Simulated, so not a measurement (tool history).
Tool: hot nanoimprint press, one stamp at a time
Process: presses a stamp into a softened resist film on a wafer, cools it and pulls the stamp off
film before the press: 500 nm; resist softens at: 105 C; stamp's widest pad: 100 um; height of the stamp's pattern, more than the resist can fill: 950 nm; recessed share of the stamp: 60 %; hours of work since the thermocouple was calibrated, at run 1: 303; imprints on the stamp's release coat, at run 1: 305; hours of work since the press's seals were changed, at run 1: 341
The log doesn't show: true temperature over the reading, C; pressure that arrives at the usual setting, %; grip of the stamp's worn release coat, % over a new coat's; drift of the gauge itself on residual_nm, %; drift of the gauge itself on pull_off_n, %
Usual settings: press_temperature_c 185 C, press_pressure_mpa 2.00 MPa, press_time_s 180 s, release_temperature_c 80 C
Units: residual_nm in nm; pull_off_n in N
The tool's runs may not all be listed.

run,hour,press_temperature_c,press_pressure_mpa,press_time_s,release_temperature_c,hours of work since the thermocouple was calibrated,imprints on the stamp's release coat,hours of work since the press's seals were changed,residual_nm,pull_off_n
1,0.0,185,2.00,180,80,303,305,341,290.7,167
2,13.9,185,2.00,180,75,309,327,348,291.6,185
3,30.5,195,2.00,180,75,316,354,355,209.9,183
4,48.4,185,1.36,180,80,324,383,363,334.4,176
5,63.9,185,1.96,180,80,331,408,370,293.1,170
6,77.1,185,1.96,180,80,337,430,376,293.6,178
7,88.8,185,1.96,180,80,342,449,381,293.1,177
8,98.7,185,2.11,180,80,346,465,385,284.9,179
9,107.8,185,2.00,150,80,350,480,389,307.6,177
10,120.3,185,2.00,150,80,356,500,395,307.4,175
11,129.7,185,2.00,180,80,360,515,399,291.4,177
12,140.4,185,1.48,180,80,365,532,404,324.8,179
13,158.3,185,2.00,180,80,373,561,411,290.3,182
14,174.2,185,2.00,180,80,380,587,419,291.1,183
15,188.3,185,2.00,180,80,386,610,425,290.0,185
16,206.5,185,2.00,180,80,394,640,433,289.8,190
17,221.5,185,2.00,123,80,401,664,439,324.7,181
18,234.2,185,2.00,180,78,406,684,445,290.4,192
# hour 238.2: plate thermocouple calibrated
19,245.7,185,2.00,180,77,3,698,449,289.0,200
20,256.8,185,1.88,327,81,8,716,454,243.1,188
21,268.8,185,1.33,271,81,14,736,459,297.6,187
22,280.0,185,2.03,180,80,19,754,464,287.3,195
23,298.4,185,2.03,180,80,27,784,472,286.4,190

Forecast run 24:
24,308.5,175,2.03,180,69,31,800,477,?,?

{"run 24": {"residual_nm": 378.5, "pull_off_n": 228}}
Without the tool's hidden state the same run would have given residual_nm 385.9 nm, pull_off_n 187 N.

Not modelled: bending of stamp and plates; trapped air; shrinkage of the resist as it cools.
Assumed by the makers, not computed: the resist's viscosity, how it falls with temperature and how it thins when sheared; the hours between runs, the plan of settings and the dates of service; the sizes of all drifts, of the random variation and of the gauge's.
